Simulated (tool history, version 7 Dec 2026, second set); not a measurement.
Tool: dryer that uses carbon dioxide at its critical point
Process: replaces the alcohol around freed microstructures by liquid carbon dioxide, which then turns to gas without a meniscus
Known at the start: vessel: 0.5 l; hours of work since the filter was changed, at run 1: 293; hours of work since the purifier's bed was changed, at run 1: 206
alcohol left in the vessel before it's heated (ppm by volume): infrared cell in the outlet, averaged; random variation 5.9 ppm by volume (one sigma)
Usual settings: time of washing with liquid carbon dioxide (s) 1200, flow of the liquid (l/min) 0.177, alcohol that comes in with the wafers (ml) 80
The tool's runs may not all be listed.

run,hour,time of washing with liquid carbon dioxide (s),flow of the liquid (l/min),alcohol that comes in with the wafers (ml),hours of work since the filter was changed,hours of work since the purifier's bed was changed,alcohol left in the vessel before it's heated (ppm by volume)
1,0,1200,0.177,80,293,206,430
2,34.9,1200,0.177,80,315,228,471
3,59.7,1200,0.194,80,330,243,302
4,83.7,1200,0.194,80,345,258,312
5,104.6,1200,0.177,80,358,271,512
6,131.1,1200,0.209,80,374,287,237
7,158.7,1200,0.209,80,391,304,241
8,178.3,1200,0.209,80,403,316,246
9,193.9,1200,0.209,80,413,326,258
10,226.5,1200,0.177,80,433,346,597
11,244.5,1200,0.177,63,444,357,518
12,264.4,1200,0.177,63,456,370,521
13,289.4,1140,0.177,80,472,385,811
14,317.2,1140,0.177,107,489,402,1124
15,342.9,1140,0.177,107,505,418,1163
# hour 366.7: inlet filter changed
16,370.9,1140,0.177,107,3,435,485
17,389.1,1140,0.177,107,14,446,501
18,423.2,1140,0.177,107,35,467,533
19,457,1140,0.177,107,56,488,545
20,484,1200,0.106,80,72,504,3221
21,508,1200,0.153,21,87,519,278
22,529.7,1200,0.137,80,101,533,1207
23,556.8,1200,0.137,80,117,549,1184
24,591.5,1200,0.137,80,139,571,1242
25,610.3,1920,0.217,80,150,582,139
# hour 626.2: purifier's bed changed
26,636,1200,0.217,80,164,6,88
27,669.8,1860,0.184,80,185,27,22
28,690.6,1020,0.233,96,198,40,205
29,715.3,1020,0.233,96,213,55,209
30,741.9,1020,0.233,96,230,71,221
31,768.9,1020,0.233,96,246,88,224
32,796.2,1860,0.199,80,263,105,32
33,813.5,1080,0.122,80,274,116,3520
34,840.2,1140,0.295,21,290,132,34
35,874.7,1020,0.253,29,312,153,82
36,889.6,1020,0.253,29,321,163,80
37,913.6,1020,0.253,29,336,177,90

Measured less the same run without the tool's hidden state. The same run-to-run variation is in both; the gauge's scatter may not be:
The hidden state here: flow that reaches the vessel past the clogged filter, %; alcohol in the recycled carbon dioxide, ppm; drift of the gauge itself on alcohol_ppm, %.
run,alcohol left in the vessel before it's heated (ppm by volume)
1,+241
2,+266
3,+195
4,+207
5,+306
6,+173
7,+182
8,+189
9,+196
10,+393
11,+351
12,+359
13,+537
14,+747
15,+788
16,+117
17,+127
18,+151
19,+171
20,+444
21,+147
22,+310
23,+330
24,+372
25,+137
26,+29
27,+11
28,+83
29,+90
30,+105
31,+113
32,+28
33,+1101
34,+32
35,+60
36,+61
37,+68
